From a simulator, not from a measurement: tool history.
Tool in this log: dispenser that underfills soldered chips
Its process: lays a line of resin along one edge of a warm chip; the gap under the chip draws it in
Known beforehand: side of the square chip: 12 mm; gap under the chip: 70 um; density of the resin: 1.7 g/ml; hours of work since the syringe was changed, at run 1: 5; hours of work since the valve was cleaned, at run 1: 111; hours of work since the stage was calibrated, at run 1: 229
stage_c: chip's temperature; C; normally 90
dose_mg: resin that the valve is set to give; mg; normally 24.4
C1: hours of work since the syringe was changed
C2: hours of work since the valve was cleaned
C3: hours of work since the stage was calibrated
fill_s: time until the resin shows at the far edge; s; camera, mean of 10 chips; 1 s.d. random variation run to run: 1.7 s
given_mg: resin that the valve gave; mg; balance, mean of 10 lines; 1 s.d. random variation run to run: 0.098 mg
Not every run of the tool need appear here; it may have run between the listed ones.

run 1 hour=0 | stage_c=90 dose_mg=24.4 | C1=5 C2=111 C3=229 | fill_s=228.6 given_mg=22.6
-- hour=2.7 dispensing valve cleaned and set on the balance
-- hour=5 new syringe of resin
run 2 hour=12.7 | stage_c=90 dose_mg=24.4 | C1=5 C2=6 C3=236 | fill_s=219 given_mg=24.22
-- hour=16.3 new syringe of resin
run 3 hour=25.6 | stage_c=90 dose_mg=24.4 | C1=6 C2=14 C3=244 | fill_s=238.3 given_mg=24.32
-- hour=28.7 new syringe of resin
run 4 hour=36.9 | stage_c=90 dose_mg=24.4 | C1=5 C2=20 C3=250 | fill_s=225.1 given_mg=24.12
-- hour=40.3 new syringe of resin
run 5 hour=49.4 | stage_c=90 dose_mg=24.4 | C1=6 C2=28 C3=258 | fill_s=229.9 given_mg=23.88
-- hour=52.4 new syringe of resin
run 6 hour=62.6 | stage_c=82 dose_mg=24.4 | C1=6 C2=36 C3=266 | fill_s=349 given_mg=23.81
-- hour=63.6 new syringe of resin
-- hour=74.7 new syringe of resin
run 7 hour=74.7 | stage_c=82 dose_mg=24.4 | C1=0 C2=43 C3=273 | fill_s=224.2 given_mg=23.77
run 8 hour=83.8 | stage_c=90 dose_mg=28.5 | C1=6 C2=48 C3=278 | fill_s=221.1 given_mg=27.82
-- hour=86.8 new syringe of resin
run 9 hour=97.4 | stage_c=90 dose_mg=24.4 | C1=6 C2=56 C3=286 | fill_s=249.5 given_mg=23.42
-- hour=99 new syringe of resin
-- hour=110.8 new syringe of resin
run 10 hour=111.4 | stage_c=90 dose_mg=24.4 | C1=0 C2=64 C3=294 | fill_s=163.8 given_mg=23.42
-- hour=122.9 new syringe of resin
run 11 hour=126.3 | stage_c=77 dose_mg=24.4 | C1=2 C2=73 C3=303 | fill_s=335.5 given_mg=22.96
-- hour=134.3 new syringe of resin
run 12 hour=142.4 | stage_c=77 dose_mg=24.4 | C1=5 C2=83 C3=313 | fill_s=403.1 given_mg=22.95
-- hour=145.7 new syringe of resin
-- hour=156.8 new syringe of resin
run 13 hour=158.4 | stage_c=90 dose_mg=23.6 | C1=1 C2=92 C3=322 | fill_s=168 given_mg=21.91
run 14 hour=165.8 | stage_c=90 dose_mg=24.4 | C1=5 C2=97 C3=327 | fill_s=227.8 given_mg=22.72
-- hour=168.8 new syringe of resin
run 15 hour=174.9 | stage_c=90 dose_mg=24.4 | C1=4 C2=102 C3=332 | fill_s=203.3 given_mg=22.56
-- hour=180.6 new syringe of resin
run 16 hour=183.8 | stage_c=90 dose_mg=24.4 | C1=2 C2=107 C3=337 | fill_s=176.2 given_mg=22.47
-- hour=192.2 dispensing valve cleaned and set on the balance
-- hour=193.3 new syringe of resin
run 17 hour=194.2 | stage_c=86 dose_mg=21.5 | C1=1 C2=1 C3=343 | fill_s=197.1 given_mg=21.55
-- hour=204.4 new syringe of resin
run 18 hour=205 | stage_c=90 dose_mg=24.8 | C1=0 C2=7 C3=349 | fill_s=159.3 given_mg=24.62
-- hour=216.1 new syringe of resin
run 19 hour=220.2 | stage_c=94 dose_mg=27.6 | C1=2 C2=16 C3=358 | fill_s=148.6 given_mg=27.32
-- hour=227.5 new syringe of resin
run 20 hour=228.1 | stage_c=86 dose_mg=21.4 | C1=0 C2=21 C3=363 | fill_s=194 given_mg=21.07
-- hour=239.1 new syringe of resin
run 21 hour=242.6 | stage_c=86 dose_mg=21.4 | C1=2 C2=30 C3=372 | fill_s=227.9 given_mg=21.08
-- hour=250.4 new syringe of resin
run 22 hour=253.5 | stage_c=86 dose_mg=21.4 | C1=2 C2=36 C3=378 | fill_s=217.4 given_mg=20.8
-- hour=261.6 new syringe of resin
run 23 hour=265.2 | stage_c=101 dose_mg=31.3 | C1=2 C2=43 C3=385 | fill_s=107.9 given_mg=30.32
-- hour=273.3 new syringe of resin
run 24 hour=277.9 | stage_c=101 dose_mg=31.3 | C1=3 C2=51 C3=393 | fill_s=109.6 given_mg=30.3
-- hour=284.6 new syringe of resin
run 25 hour=286.2 | stage_c=103 dose_mg=24.2 | C1=1 C2=56 C3=398 | fill_s=96 given_mg=23.33
-- hour=296.4 new syringe of resin
run 26 hour=300.1 | stage_c=89 dose_mg=21.4 | C1=2 C2=64 C3=406 | fill_s=194.7 given_mg=20.56
-- hour=308.3 new syringe of resin
run 27 hour=316 | stage_c=89 dose_mg=27.5 | C1=5 C2=73 C3=415 | fill_s=217.9 given_mg=26.12
-- hour=319.8 new syringe of resin
-- hour=331 new syringe of resin
run 28 hour=331 | stage_c=103 dose_mg=28 | C1=0 C2=82 C3=424 | fill_s=86.3 given_mg=26.5
run 29 hour=341.2 | stage_c=103 dose_mg=26.1 | C1=6 C2=88 C3=430 | fill_s=131.2 given_mg=24.5

Predict each of these 4 candidate next runs independently; none follows another, all start after run 29:
-- hour=342.2 new syringe of resin
-- hour=353.9 new syringe of resin
run A hour=354.5 | stage_c=79 dose_mg=31.6 | C1=0 C2=96 C3=438 | fill_s=? given_mg=?
-- hour=342.2 new syringe of resin
-- hour=353.9 new syringe of resin
run B hour=354.5 | stage_c=103 dose_mg=21.9 | C1=0 C2=96 C3=438 | fill_s=? given_mg=?
-- hour=342.2 new syringe of resin
-- hour=353.9 new syringe of resin
run C hour=354.5 | stage_c=90 dose_mg=22.4 | C1=0 C2=96 C3=438 | fill_s=? given_mg=?
-- hour=342.2 new syringe of resin
-- hour=353.9 new syringe of resin
run D hour=354.5 | stage_c=99 dose_mg=23.2 | C1=0 C2=96 C3=438 | fill_s=? given_mg=?

run=A fill_s=249.9 given_mg=29.53
run=B fill_s=93.3 given_mg=20.32
run=C fill_s=160.2 given_mg=20.89
run=D fill_s=107.4 given_mg=21.82
Had the tool no hidden state, the same runs would have come out as:
run=A fill_s=274.6 given_mg=31.55
run=B fill_s=99 given_mg=21.72
run=C fill_s=171.7 given_mg=22.32
run=D fill_s=114.8 given_mg=23.31
